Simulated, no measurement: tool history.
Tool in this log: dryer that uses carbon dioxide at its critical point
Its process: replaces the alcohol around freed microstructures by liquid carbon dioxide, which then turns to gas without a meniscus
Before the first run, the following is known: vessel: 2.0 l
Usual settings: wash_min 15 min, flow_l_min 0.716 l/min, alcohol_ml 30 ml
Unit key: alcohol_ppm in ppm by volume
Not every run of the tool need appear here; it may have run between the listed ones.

run	hour	wash_min	flow_l_min	alcohol_ml	alcohol_ppm
1	0	15	0.716	30	537
2	17.7	15	0.716	30	548
3	47.2	15	0.716	30	553
4	82.1	15	0.716	30	557
5	96.4	15	0.716	54	899
6	111.6	15	0.716	54	957
7	139.4	15	0.716	54	946
8	163.9	15	0.716	54	947
9	193.1	15	0.716	54	999
10	212.3	15	0.716	70	1230
11	234	24	0.716	30	222
12	268.5	24	0.716	30	223
13	290.9	24	0.716	51	268
14	308.8	24	0.716	47	263
15	329	24	0.716	47	270
16	355.5	15	0.716	30	669
17	371.9	15	0.716	99	1896
18	389	15	1.025	30	306
19	409.9	15	1.025	30	307
20	424	15	0.716	30	695
21	454.4	15	0.716	30	691
22	487	15	0.991	30	345
23	508.5	15	0.991	98	702
24	527	18	0.886	45	363
25	546.7	18	0.886	45	363
26	578.8	15	0.443	31	2232
27	611.6	15	0.443	31	2280
28	627.9	14	0.789	118	2289
29	652.5	20	0.716	40	468
30	676.2	20	0.716	40	484
# hour 681.1: inlet filter changed
31	699.6	17	0.835	110	558
32	731.9	13	0.502	43	2323
33	752.9	13	0.502	43	2391
34	777.8	11	0.441	30	2870
35	809.2	15	0.513	52	1916
36	843.6	15	0.513	52	1922
37	867.9	21	1.052	40	222
38	899.1	21	1.052	40	246
39	921.8	21	1.052	40	242
40	945	11	0.815	35	1054
41	959.6	14	1.137	102	460
42	993.8	14	1.137	102	468
43	1017.2	12	0.603	46	2247
44	1038.8	12	0.646	22	1021
45	1059.5	24	0.716	105	393

Each row is a separate what-if for the run after 45, all from the same tool condition, not one after another. Results?
# hour 1092: purifier's bed changed
A	1096.7	15	0.818	73	?
# hour 1092: purifier's bed changed
B	1096.7	20	0.479	93	?
# hour 1092: purifier's bed changed
C	1096.7	16	0.716	22	?
# hour 1092: purifier's bed changed
D	1096.7	15	0.716	22	?
# hour 1092: purifier's bed changed
E	1096.7	24	0.512	60	?

run	alcohol_ppm
A	624
B	1844
C	250
D	309
E	479
Without the tool's hidden state the same runs would have given:
run	alcohol_ppm
A	460
B	1454
C	188
D	236
E	352
